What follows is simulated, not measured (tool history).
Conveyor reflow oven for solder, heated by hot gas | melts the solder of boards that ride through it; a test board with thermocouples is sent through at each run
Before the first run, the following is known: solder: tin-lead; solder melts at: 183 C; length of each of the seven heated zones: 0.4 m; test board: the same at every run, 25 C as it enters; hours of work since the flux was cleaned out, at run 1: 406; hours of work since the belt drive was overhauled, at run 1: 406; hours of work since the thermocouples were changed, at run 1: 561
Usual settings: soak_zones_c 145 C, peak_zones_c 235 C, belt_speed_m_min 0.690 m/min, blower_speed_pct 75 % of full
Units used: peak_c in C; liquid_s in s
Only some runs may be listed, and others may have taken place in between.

| run | hour | soak_zones_c | peak_zones_c | belt_speed_m_min | blower_speed_pct | hours of work since the flux was cleaned out | hours of work since the belt drive was overhauled | hours of work since the thermocouples were changed | peak_c | liquid_s |
|---|---|---|---|---|---|---|---|---|---|---|
| 1 | 0.0 | 145 | 235 | 0.690 | 75 | 406 | 406 | 561 | 213.3 | 50.5 |
|  | 29.9 | flux residue cleaned out of gas plates and filters |
| 2 | 43.5 | 145 | 235 | 0.690 | 75 | 11 | 436 | 591 | 219.0 | 55.4 |
| 3 | 90.2 | 145 | 235 | 0.690 | 75 | 47 | 473 | 627 | 218.7 | 55.1 |
| 4 | 144.1 | 145 | 235 | 0.690 | 75 | 89 | 515 | 669 | 218.4 | 54.8 |
| 5 | 185.2 | 145 | 248 | 0.690 | 75 | 121 | 547 | 701 | 228.4 | 61.2 |
| 6 | 220.1 | 145 | 225 | 0.690 | 75 | 148 | 574 | 729 | 209.4 | 47.8 |
| 7 | 259.6 | 145 | 242 | 0.690 | 75 | 179 | 605 | 759 | 223.2 | 57.8 |
| 8 | 293.0 | 145 | 242 | 0.690 | 75 | 205 | 631 | 785 | 222.9 | 58.0 |
| 9 | 346.6 | 145 | 242 | 0.690 | 75 | 247 | 673 | 827 | 222.4 | 57.5 |
| 10 | 399.3 | 153 | 242 | 0.690 | 75 | 288 | 714 | 868 | 223.5 | 61.4 |
| 11 | 440.5 | 153 | 242 | 0.690 | 75 | 320 | 746 | 901 | 223.5 | 61.0 |
| 12 | 496.4 | 153 | 242 | 0.690 | 75 | 364 | 790 | 944 | 222.7 | 61.2 |
| 13 | 552.4 | 153 | 239 | 0.690 | 75 | 408 | 833 | 988 | 220.4 | 59.1 |
|  | 577.4 | flux residue cleaned out of gas plates and filters |
| 14 | 595.1 | 149 | 239 | 0.690 | 75 | 14 | 863 | 1017 | 224.7 | 60.8 |
| 15 | 655.5 | 149 | 239 | 0.690 | 75 | 61 | 910 | 1064 | 224.3 | 60.7 |
| 16 | 721.5 | 145 | 235 | 0.690 | 51 | 112 | 962 | 1116 | 209.3 | 46.2 |
| 17 | 755.6 | 145 | 229 | 0.738 | 60 | 139 | 988 | 1142 | 206.2 | 40.6 |
| 18 | 806.9 | 145 | 227 | 0.738 | 68 | 179 | 1028 | 1183 | 207.8 | 42.4 |
|  | 818.7 | thermocouples of zones 6 and 7 changed |
| 19 | 860.8 | 145 | 227 | 0.738 | 68 | 220 | 1069 | 33 | 204.5 | 39.4 |
| 20 | 918.0 | 145 | 239 | 0.603 | 75 | 264 | 1113 | 77 | 222.8 | 67.6 |
| 21 | 972.0 | 145 | 239 | 0.603 | 75 | 306 | 1155 | 120 | 222.3 | 67.2 |
| 22 | 1002.2 | 145 | 239 | 0.603 | 75 | 330 | 1179 | 143 | 222.3 | 67.2 |
| 23 | 1058.1 | 145 | 228 | 0.690 | 71 | 374 | 1223 | 187 | 207.2 | 45.5 |
|  | 1129.7 | flux residue cleaned out of gas plates and filters |
| 24 | 1133.0 | 145 | 235 | 0.690 | 59 | 3 | 1277 | 241 | 212.4 | 50.3 |
| 25 | 1172.8 | 145 | 231 | 0.690 | 75 | 34 | 1308 | 272 | 214.7 | 53.4 |
|  | 1232.0 | belt drive overhauled, speed set with a stopwatch |
| 26 | 1232.1 | 139 | 235 | 0.715 | 75 | 77 | 0 | 315 | 214.8 | 47.6 |
| 27 | 1284.7 | 139 | 235 | 0.659 | 58 | 118 | 41 | 357 | 210.4 | 47.0 |
| 28 | 1348.7 | 139 | 235 | 0.659 | 58 | 168 | 91 | 406 | 209.9 | 46.9 |
| 29 | 1397.2 | 145 | 246 | 0.690 | 75 | 206 | 129 | 444 | 224.6 | 58.4 |
| 30 | 1466.2 | 145 | 246 | 0.690 | 75 | 259 | 183 | 498 | 224.0 | 58.1 |

3 ways to go on from here, each from the tool as it stands after run 30. What would each give?
| A | 1502.8 | 134 | 235 | 0.690 | 85 | 288 | 211 | 527 | ? | ? |
| B | 1502.8 | 147 | 235 | 0.690 | 70 | 288 | 211 | 527 | ? | ? |
| C | 1502.8 | 147 | 228 | 0.554 | 75 | 288 | 211 | 527 | ? | ? |

| run | peak_c | liquid_s |
|---|---|---|
| A | 215.3 | 49.1 |
| B | 213.7 | 51.6 |
| C | 216.2 | 68.4 |
The same runs, with their run-to-run variation unchanged, on a tool lacking any hidden condition would have given:
| run | peak_c | liquid_s |
|---|---|---|
| A | 218.0 | 51.7 |
| B | 215.8 | 53.8 |
| C | 217.2 | 70.0 |

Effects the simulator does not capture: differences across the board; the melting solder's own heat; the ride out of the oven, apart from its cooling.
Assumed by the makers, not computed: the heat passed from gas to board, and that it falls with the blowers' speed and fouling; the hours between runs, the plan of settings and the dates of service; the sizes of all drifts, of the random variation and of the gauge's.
